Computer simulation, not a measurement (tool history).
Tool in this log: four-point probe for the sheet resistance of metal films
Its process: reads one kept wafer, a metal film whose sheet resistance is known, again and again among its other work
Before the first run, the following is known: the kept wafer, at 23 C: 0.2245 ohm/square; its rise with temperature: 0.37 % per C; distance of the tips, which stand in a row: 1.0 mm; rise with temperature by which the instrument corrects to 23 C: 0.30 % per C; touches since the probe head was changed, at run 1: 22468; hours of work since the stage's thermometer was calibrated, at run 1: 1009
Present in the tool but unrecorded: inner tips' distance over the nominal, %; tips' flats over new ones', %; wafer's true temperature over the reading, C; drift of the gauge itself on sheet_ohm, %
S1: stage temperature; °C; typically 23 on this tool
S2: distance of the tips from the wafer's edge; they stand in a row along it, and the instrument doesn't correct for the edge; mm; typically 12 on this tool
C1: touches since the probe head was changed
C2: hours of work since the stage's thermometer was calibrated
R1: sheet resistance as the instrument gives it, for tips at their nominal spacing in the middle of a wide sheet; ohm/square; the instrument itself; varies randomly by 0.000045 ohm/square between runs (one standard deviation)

{"run": 1, "hour": 0.0, "S1": 23, "S2": 12, "C1": 22468, "C2": 1009, "R1": 0.225732}
{"run": 2, "hour": 16.4, "S1": 23, "S2": 12, "C1": 22897, "C2": 1017, "R1": 0.225792}
{"run": 3, "hour": 29.8, "S1": 23, "S2": 12, "C1": 23246, "C2": 1024, "R1": 0.225865}
{"run": 4, "hour": 40.1, "S1": 23, "S2": 12, "C1": 23513, "C2": 1029, "R1": 0.22573}
{"run": 5, "hour": 52.5, "S1": 23, "S2": 12, "C1": 23839, "C2": 1035, "R1": 0.225876}
{"run": 6, "hour": 63.6, "S1": 23, "S2": 28, "C1": 24128, "C2": 1041, "R1": 0.225128}
{"run": 7, "hour": 82.5, "S1": 18, "S2": 12, "C1": 24622, "C2": 1050, "R1": 0.225031}
{"run": 8, "hour": 97.8, "S1": 18, "S2": 12, "C1": 25020, "C2": 1058, "R1": 0.225119}
{"run": 9, "hour": 117.6, "S1": 18, "S2": 12, "C1": 25536, "C2": 1068, "R1": 0.225124}
{"run": 10, "hour": 134.4, "S1": 18, "S2": 12, "C1": 25974, "C2": 1076, "R1": 0.225155}
{"run": 11, "hour": 156.1, "S1": 18, "S2": 12, "C1": 26541, "C2": 1087, "R1": 0.225191}
{"run": 12, "hour": 165.0, "S1": 18, "S2": 12, "C1": 26772, "C2": 1092, "R1": 0.225224}
{"run": 13, "hour": 180.7, "S1": 35, "S2": 42, "C1": 27184, "C2": 1100, "R1": 0.226652}
{"run": 14, "hour": 194.2, "S1": 26, "S2": 4, "C1": 27536, "C2": 1106, "R1": 0.232787}
{"run": 15, "hour": 204.0, "S1": 25, "S2": 9, "C1": 27790, "C2": 1111, "R1": 0.226776}
{"run": 16, "hour": 215.7, "S1": 25, "S2": 9, "C1": 28095, "C2": 1117, "R1": 0.226873}
{"run": 17, "hour": 230.2, "S1": 25, "S2": 9, "C1": 28475, "C2": 1124, "R1": 0.226776}
{"run": 18, "hour": 242.1, "S1": 18, "S2": 43, "C1": 28786, "C2": 1130, "R1": 0.224443}
{"run": 19, "hour": 262.5, "S1": 34, "S2": 9, "C1": 29317, "C2": 1140, "R1": 0.227904}
{"run": 20, "hour": 279.3, "S1": 34, "S2": 9, "C1": 29755, "C2": 1149, "R1": 0.228047}
{"run": 21, "hour": 299.1, "S1": 29, "S2": 4, "C1": 30271, "C2": 1159, "R1": 0.233337}
{"run": 22, "hour": 308.4, "S1": 21, "S2": 5, "C1": 30514, "C2": 1163, "R1": 0.229541}
{"run": 23, "hour": 324.0, "S1": 21, "S2": 5, "C1": 30921, "C2": 1171, "R1": 0.229558}

Pick out some run-to-run changes in R1. Of each, how much would a tool without hidden state show as well, from the settings, what came in and chance, and how much is left for the hidden state and any gauge scatter not in both results compared?
Run 13 -> 14: S1 35 -> 26, S2 42 -> 4. R1 +0.006135 ohm/square: hidden state +0.000031, all else +0.006104.
Run 14 -> 15: S1 26 -> 25, S2 4 -> 9. R1 -0.006011 ohm/square: hidden state -0.000007, all else -0.006004.
Run 20 -> 21: S1 34 -> 29, S2 9 -> 4. R1 +0.005290 ohm/square: hidden state +0.000030, all else +0.005260.
